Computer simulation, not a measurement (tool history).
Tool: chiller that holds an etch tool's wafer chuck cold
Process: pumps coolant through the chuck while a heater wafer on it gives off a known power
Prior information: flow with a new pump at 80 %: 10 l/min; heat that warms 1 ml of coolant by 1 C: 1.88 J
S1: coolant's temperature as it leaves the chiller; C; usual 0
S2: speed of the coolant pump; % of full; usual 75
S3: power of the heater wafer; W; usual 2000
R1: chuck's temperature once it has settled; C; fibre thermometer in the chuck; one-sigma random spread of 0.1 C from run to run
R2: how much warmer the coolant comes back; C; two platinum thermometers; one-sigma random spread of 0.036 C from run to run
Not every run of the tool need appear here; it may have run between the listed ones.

run 1 day=0 | S1=0 S2=75 S3=2000 | R1=15.4 R2=6.91
run 2 day=1.825 | S1=-7 S2=75 S3=2000 | R1=8.4 R2=6.87
run 3 day=5.125 | S1=0 S2=75 S3=2000 | R1=15.3 R2=6.8
run 4 day=7.212 | S1=0 S2=93 S3=2000 | R1=13.1 R2=5.41
run 5 day=9.404 | S1=2 S2=75 S3=2000 | R1=17.3 R2=6.8
run 6 day=11.258 | S1=2 S2=75 S3=2000 | R1=17.3 R2=6.84
run 7 day=14.138 | S1=0 S2=75 S3=2000 | R1=15.4 R2=6.85
run 8 day=16.129 | S1=0 S2=88 S3=2000 | R1=13.7 R2=5.73
run 9 day=18.112 | S1=0 S2=88 S3=2000 | R1=13.7 R2=5.71
run 10 day=20.117 | S1=0 S2=75 S3=2000 | R1=15.5 R2=6.78
run 11 day=23.892 | S1=0 S2=75 S3=2000 | R1=15.2 R2=6.85
run 12 day=25.496 | S1=0 S2=75 S3=2000 | R1=15.4 R2=6.85
run 13 day=28.446 | S1=0 S2=75 S3=2000 | R1=15.3 R2=6.89
run 14 day=31.729 | S1=0 S2=75 S3=2000 | R1=15.2 R2=6.87
run 15 day=34.321 | S1=0 S2=75 S3=1738 | R1=13.4 R2=5.92
run 16 day=36.379 | S1=0 S2=75 S3=1738 | R1=13.3 R2=5.88
run 17 day=37.958 | S1=0 S2=95 S3=2000 | R1=13 R2=5.31
run 18 day=40.954 | S1=9 S2=75 S3=1386 | R1=19.7 R2=4.68
run 19 day=43.829 | S1=9 S2=75 S3=1386 | R1=19.7 R2=4.77
run 20 day=46.571 | S1=9 S2=75 S3=1386 | R1=19.6 R2=4.77
run 21 day=49.292 | S1=9 S2=75 S3=1386 | R1=19.7 R2=4.78
run 22 day=51.104 | S1=0 S2=75 S3=2856 | R1=21.9 R2=9.83
run 23 day=53.779 | S1=-6 S2=68 S3=2383 | R1=13.8 R2=9.04
run 24 day=56.092 | S1=3 S2=68 S3=1439 | R1=14.9 R2=5.45
run 25 day=59.2 | S1=1 S2=89 S3=1439 | R1=10.9 R2=4.17
run 26 day=62.162 | S1=1 S2=89 S3=1439 | R1=10.8 R2=4.13
run 27 day=63.804 | S1=-8 S2=96 S3=1692 | R1=2.9 R2=4.41

Estimate the outcome of run 28 from the log above:
run 28 day=65.533 | S1=7 S2=85 S3=2686 | R1=? R2=?

Logged for run 28: R1 25.9 C, R2 8 C.
Had the tool carried no hidden state, the very same run would have given R1 25.9 C, R2 7.99 C.
